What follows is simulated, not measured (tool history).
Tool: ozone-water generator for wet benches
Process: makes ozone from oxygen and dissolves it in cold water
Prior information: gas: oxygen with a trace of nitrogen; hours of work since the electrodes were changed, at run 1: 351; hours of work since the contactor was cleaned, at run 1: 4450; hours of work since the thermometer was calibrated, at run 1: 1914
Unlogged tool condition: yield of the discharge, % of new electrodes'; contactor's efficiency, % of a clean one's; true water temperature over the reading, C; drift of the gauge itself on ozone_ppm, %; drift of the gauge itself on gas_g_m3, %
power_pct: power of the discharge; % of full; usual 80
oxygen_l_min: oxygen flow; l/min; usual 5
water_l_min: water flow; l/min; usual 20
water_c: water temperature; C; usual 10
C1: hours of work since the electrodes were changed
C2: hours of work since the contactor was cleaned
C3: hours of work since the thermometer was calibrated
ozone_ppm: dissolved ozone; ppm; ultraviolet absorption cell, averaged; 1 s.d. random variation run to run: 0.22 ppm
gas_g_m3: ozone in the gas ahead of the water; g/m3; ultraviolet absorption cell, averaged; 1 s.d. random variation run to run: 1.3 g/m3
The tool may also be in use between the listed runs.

run 1 day=0 | power_pct=80 oxygen_l_min=5 water_l_min=20 water_c=10 | C1=351 C2=4450 C3=1914 | ozone_ppm=33.3 gas_g_m3=246.4
run 2 day=4.667 | power_pct=80 oxygen_l_min=5 water_l_min=20 water_c=10 | C1=458 C2=4557 C3=2022 | ozone_ppm=33.5 gas_g_m3=246.2
-- day=7.867 contactor cleaned
run 3 day=9.779 | power_pct=80 oxygen_l_min=5 water_l_min=20 water_c=10 | C1=572 C2=44 C3=2136 | ozone_ppm=33 gas_g_m3=246.8
run 4 day=12.8 | power_pct=80 oxygen_l_min=5 water_l_min=20 water_c=10 | C1=642 C2=114 C3=2205 | ozone_ppm=32.5 gas_g_m3=246.3
run 5 day=18.142 | power_pct=80 oxygen_l_min=5 water_l_min=20 water_c=10 | C1=765 C2=237 C3=2328 | ozone_ppm=32.7 gas_g_m3=246.4
run 6 day=21.517 | power_pct=80 oxygen_l_min=5 water_l_min=20 water_c=10 | C1=842 C2=314 C3=2406 | ozone_ppm=33.1 gas_g_m3=245.9
run 7 day=24.867 | power_pct=80 oxygen_l_min=5 water_l_min=20 water_c=10 | C1=920 C2=392 C3=2483 | ozone_ppm=32.8 gas_g_m3=244.1
run 8 day=29.725 | power_pct=80 oxygen_l_min=5 water_l_min=20 water_c=10 | C1=1032 C2=504 C3=2595 | ozone_ppm=33.1 gas_g_m3=243.8
run 9 day=33.696 | power_pct=80 oxygen_l_min=5 water_l_min=20 water_c=10 | C1=1123 C2=595 C3=2687 | ozone_ppm=33.2 gas_g_m3=246.1
run 10 day=37.571 | power_pct=80 oxygen_l_min=5 water_l_min=20 water_c=10 | C1=1212 C2=684 C3=2776 | ozone_ppm=33 gas_g_m3=247.8
run 11 day=40.35 | power_pct=80 oxygen_l_min=5 water_l_min=20 water_c=10 | C1=1276 C2=748 C3=2840 | ozone_ppm=33 gas_g_m3=245.6
run 12 day=43.242 | power_pct=80 oxygen_l_min=5 water_l_min=20 water_c=10 | C1=1343 C2=815 C3=2907 | ozone_ppm=32.9 gas_g_m3=246.2
run 13 day=47.025 | power_pct=80 oxygen_l_min=5 water_l_min=20 water_c=10 | C1=1430 C2=902 C3=2994 | ozone_ppm=33 gas_g_m3=244.2
run 14 day=51.05 | power_pct=80 oxygen_l_min=5 water_l_min=20 water_c=10 | C1=1523 C2=995 C3=3087 | ozone_ppm=32.7 gas_g_m3=245.9
run 15 day=56.675 | power_pct=80 oxygen_l_min=5 water_l_min=20 water_c=11 | C1=1652 C2=1124 C3=3216 | ozone_ppm=33 gas_g_m3=244.9
run 16 day=60.862 | power_pct=80 oxygen_l_min=7.96 water_l_min=20 water_c=12 | C1=1749 C2=1221 C3=3313 | ozone_ppm=32.4 gas_g_m3=188.4
run 17 day=66.596 | power_pct=62 oxygen_l_min=2.5 water_l_min=20 water_c=12 | C1=1881 C2=1353 C3=3445 | ozone_ppm=24.8 gas_g_m3=305.7
run 18 day=70.817 | power_pct=62 oxygen_l_min=2.5 water_l_min=20 water_c=12 | C1=1978 C2=1450 C3=3542 | ozone_ppm=24.7 gas_g_m3=303.1
run 19 day=75.417 | power_pct=62 oxygen_l_min=2.5 water_l_min=20 water_c=12 | C1=2084 C2=1556 C3=3648 | ozone_ppm=24.6 gas_g_m3=302.4
run 20 day=78.246 | power_pct=62 oxygen_l_min=2.5 water_l_min=20 water_c=12 | C1=2149 C2=1621 C3=3713 | ozone_ppm=24.6 gas_g_m3=303.4
run 21 day=83.671 | power_pct=62 oxygen_l_min=2.5 water_l_min=20 water_c=12 | C1=2274 C2=1746 C3=3838 | ozone_ppm=24.8 gas_g_m3=303

Describe how what the log doesn't record of the tool's condition differs between the last listed run preceding each entry between runs and the first listed run following it.
Runs 2 to 3: contactor cleaned (day 7.867)
  contactor's efficiency, % of a clean one's: 99.9 -> 100
